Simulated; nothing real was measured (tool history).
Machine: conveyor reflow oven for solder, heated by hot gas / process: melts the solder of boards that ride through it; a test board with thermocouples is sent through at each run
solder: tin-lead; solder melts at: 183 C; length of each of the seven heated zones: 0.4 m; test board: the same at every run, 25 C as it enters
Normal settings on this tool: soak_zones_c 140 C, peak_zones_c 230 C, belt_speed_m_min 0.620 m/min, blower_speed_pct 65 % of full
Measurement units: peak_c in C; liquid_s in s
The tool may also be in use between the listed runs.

{"run": 1, "hour": 0.0, "soak_zones_c": 140, "peak_zones_c": 230, "belt_speed_m_min": 0.62, "blower_speed_pct": 65, "peak_c": 212.4, "liquid_s": 53.9}
{"run": 2, "hour": 15.7, "soak_zones_c": 140, "peak_zones_c": 230, "belt_speed_m_min": 0.62, "blower_speed_pct": 50, "peak_c": 207.6, "liquid_s": 48.2}
{"run": 3, "hour": 35.1, "soak_zones_c": 140, "peak_zones_c": 238, "belt_speed_m_min": 0.62, "blower_speed_pct": 65, "peak_c": 218.1, "liquid_s": 59.3}
{"run": 4, "hour": 64.2, "soak_zones_c": 140, "peak_zones_c": 238, "belt_speed_m_min": 0.62, "blower_speed_pct": 51, "peak_c": 213.9, "liquid_s": 54.8}
{"run": 5, "hour": 83.5, "soak_zones_c": 140, "peak_zones_c": 230, "belt_speed_m_min": 0.62, "blower_speed_pct": 65, "peak_c": 211.3, "liquid_s": 53.4}
{"run": 6, "hour": 109.3, "soak_zones_c": 140, "peak_zones_c": 222, "belt_speed_m_min": 0.62, "blower_speed_pct": 65, "peak_c": 204.1, "liquid_s": 46.8}
{"run": 7, "hour": 124.3, "soak_zones_c": 140, "peak_zones_c": 222, "belt_speed_m_min": 0.62, "blower_speed_pct": 65, "peak_c": 204.5, "liquid_s": 45.8}
{"run": 8, "hour": 139.4, "soak_zones_c": 140, "peak_zones_c": 222, "belt_speed_m_min": 0.62, "blower_speed_pct": 65, "peak_c": 204.2, "liquid_s": 46.5}
{"run": 9, "hour": 154.6, "soak_zones_c": 140, "peak_zones_c": 222, "belt_speed_m_min": 0.62, "blower_speed_pct": 79, "peak_c": 207.1, "liquid_s": 50.2}
{"run": 10, "hour": 172.7, "soak_zones_c": 140, "peak_zones_c": 230, "belt_speed_m_min": 0.62, "blower_speed_pct": 65, "peak_c": 211.1, "liquid_s": 53.0}
{"run": 11, "hour": 203.6, "soak_zones_c": 140, "peak_zones_c": 230, "belt_speed_m_min": 0.62, "blower_speed_pct": 65, "peak_c": 211.5, "liquid_s": 53.2}
{"run": 12, "hour": 221.4, "soak_zones_c": 140, "peak_zones_c": 244, "belt_speed_m_min": 0.699, "blower_speed_pct": 76, "peak_c": 220.8, "liquid_s": 53.7}
{"run": 13, "hour": 245.3, "soak_zones_c": 154, "peak_zones_c": 244, "belt_speed_m_min": 0.699, "blower_speed_pct": 76, "peak_c": 223.8, "liquid_s": 60.5}
{"run": 14, "hour": 265.2, "soak_zones_c": 139, "peak_zones_c": 237, "belt_speed_m_min": 0.656, "blower_speed_pct": 66, "peak_c": 214.4, "liquid_s": 52.4}
{"hour": 282.8, "done": "flux residue cleaned out of gas plates and filters"}
{"run": 15, "hour": 303.1, "soak_zones_c": 140, "peak_zones_c": 232, "belt_speed_m_min": 0.62, "blower_speed_pct": 65, "peak_c": 213.3, "liquid_s": 55.5}
{"run": 16, "hour": 330.1, "soak_zones_c": 147, "peak_zones_c": 226, "belt_speed_m_min": 0.725, "blower_speed_pct": 83, "peak_c": 209.0, "liquid_s": 46.4}
{"run": 17, "hour": 361.9, "soak_zones_c": 147, "peak_zones_c": 226, "belt_speed_m_min": 0.725, "blower_speed_pct": 77, "peak_c": 208.1, "liquid_s": 45.2}
{"run": 18, "hour": 377.5, "soak_zones_c": 147, "peak_zones_c": 226, "belt_speed_m_min": 0.725, "blower_speed_pct": 77, "peak_c": 207.2, "liquid_s": 44.5}
{"run": 19, "hour": 405.4, "soak_zones_c": 147, "peak_zones_c": 226, "belt_speed_m_min": 0.725, "blower_speed_pct": 77, "peak_c": 206.9, "liquid_s": 44.5}
{"run": 20, "hour": 430.8, "soak_zones_c": 140, "peak_zones_c": 230, "belt_speed_m_min": 0.624, "blower_speed_pct": 68, "peak_c": 212.6, "liquid_s": 53.7}
{"run": 21, "hour": 447.6, "soak_zones_c": 140, "peak_zones_c": 230, "belt_speed_m_min": 0.624, "blower_speed_pct": 68, "peak_c": 211.2, "liquid_s": 53.7}
{"run": 22, "hour": 463.3, "soak_zones_c": 153, "peak_zones_c": 232, "belt_speed_m_min": 0.624, "blower_speed_pct": 64, "peak_c": 215.0, "liquid_s": 62.2}

Alternative continuations, all from the tool just after run 22; predict every row:
{"run": "A", "hour": 495.7, "soak_zones_c": 133, "peak_zones_c": 239, "belt_speed_m_min": 0.62, "blower_speed_pct": 61, "peak_c": "?", "liquid_s": "?"}
{"run": "B", "hour": 495.7, "soak_zones_c": 140, "peak_zones_c": 230, "belt_speed_m_min": 0.627, "blower_speed_pct": 65, "peak_c": "?", "liquid_s": "?"}
{"run": "C", "hour": 495.7, "soak_zones_c": 135, "peak_zones_c": 238, "belt_speed_m_min": 0.726, "blower_speed_pct": 65, "peak_c": "?", "liquid_s": "?"}
{"run": "D", "hour": 495.7, "soak_zones_c": 136, "peak_zones_c": 231, "belt_speed_m_min": 0.56, "blower_speed_pct": 64, "peak_c": "?", "liquid_s": "?"}

run=A peak_c=215.9 liquid_s=54.5
run=B peak_c=210.4 liquid_s=52.4
run=C peak_c=210.4 liquid_s=42.3
run=D peak_c=214.0 liquid_s=61.8
Without the tool's unlogged condition, the same runs would have read:
run=A peak_c=217.5 liquid_s=55.5
run=B peak_c=212.0 liquid_s=53.5
run=C peak_c=212.1 liquid_s=43.5
run=D peak_c=215.6 liquid_s=62.8

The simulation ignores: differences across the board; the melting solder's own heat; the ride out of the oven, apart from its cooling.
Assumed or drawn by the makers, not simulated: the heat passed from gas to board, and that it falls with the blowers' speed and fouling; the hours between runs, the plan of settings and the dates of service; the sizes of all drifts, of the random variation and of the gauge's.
